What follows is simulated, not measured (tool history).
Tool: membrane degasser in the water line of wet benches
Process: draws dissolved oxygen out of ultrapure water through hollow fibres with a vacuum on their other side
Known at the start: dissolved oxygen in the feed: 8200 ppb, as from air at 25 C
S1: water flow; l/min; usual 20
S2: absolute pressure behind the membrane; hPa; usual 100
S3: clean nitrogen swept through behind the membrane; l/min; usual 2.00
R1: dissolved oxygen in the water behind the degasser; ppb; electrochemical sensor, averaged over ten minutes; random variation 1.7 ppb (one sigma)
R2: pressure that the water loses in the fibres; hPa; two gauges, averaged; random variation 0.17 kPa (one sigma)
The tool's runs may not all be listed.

run    hour  S1   S2    S3     R1     R2
  1     0.0  20  100  2.00  176.6  279.0
  2   115.0  20  100  2.00  179.0  276.9
  3   312.5  20  100  1.26  261.3  276.4
  4   399.2  20  100  1.26  261.7  280.5
  5   566.2  20  100  5.12   85.1  275.7
      694.8  -- vacuum gauge calibrated
  6   775.2  20  100  2.00  178.6  277.7
  7   910.2  20  100  2.00  180.8  279.5
  8  1120.7  20  100  2.00  178.0  279.0
  9  1304.9  20  100  2.00  177.9  278.9
 10  1439.0  20  100  2.00  178.1  275.0
 11  1566.1  28  100  1.09  405.7  388.9
     1609.7  -- seals of the vacuum lines changed
 12  1661.3  28  100  0.87  474.8  385.1
 13  1780.6  22  194  1.76  479.6  305.0
 14  1960.2  22  202  2.00  431.6  304.4
 15  2101.5  31  100  2.00  284.6  429.6
 16  2194.9  31  100  1.27  396.6  431.7
 17  2370.6  31  100  1.27  392.0  424.7
 18  2506.9  20   87  2.00  145.9  278.4

Forecast each of these 3 alternatives for the next run:
  A  2692.7  23   69  2.58   ?   ?
  B  2692.7  13   87  2.00   ?   ?
  C  2692.7  20  100  3.30   ?   ?

run     R1     R2
  A  104.0  319.0
  B   94.0  181.8
  C  118.8  274.7
Without the tool's hidden state the same runs would have given:
run     R1     R2
  A  103.8  318.7
  B   93.9  181.7
  C  118.7  274.4

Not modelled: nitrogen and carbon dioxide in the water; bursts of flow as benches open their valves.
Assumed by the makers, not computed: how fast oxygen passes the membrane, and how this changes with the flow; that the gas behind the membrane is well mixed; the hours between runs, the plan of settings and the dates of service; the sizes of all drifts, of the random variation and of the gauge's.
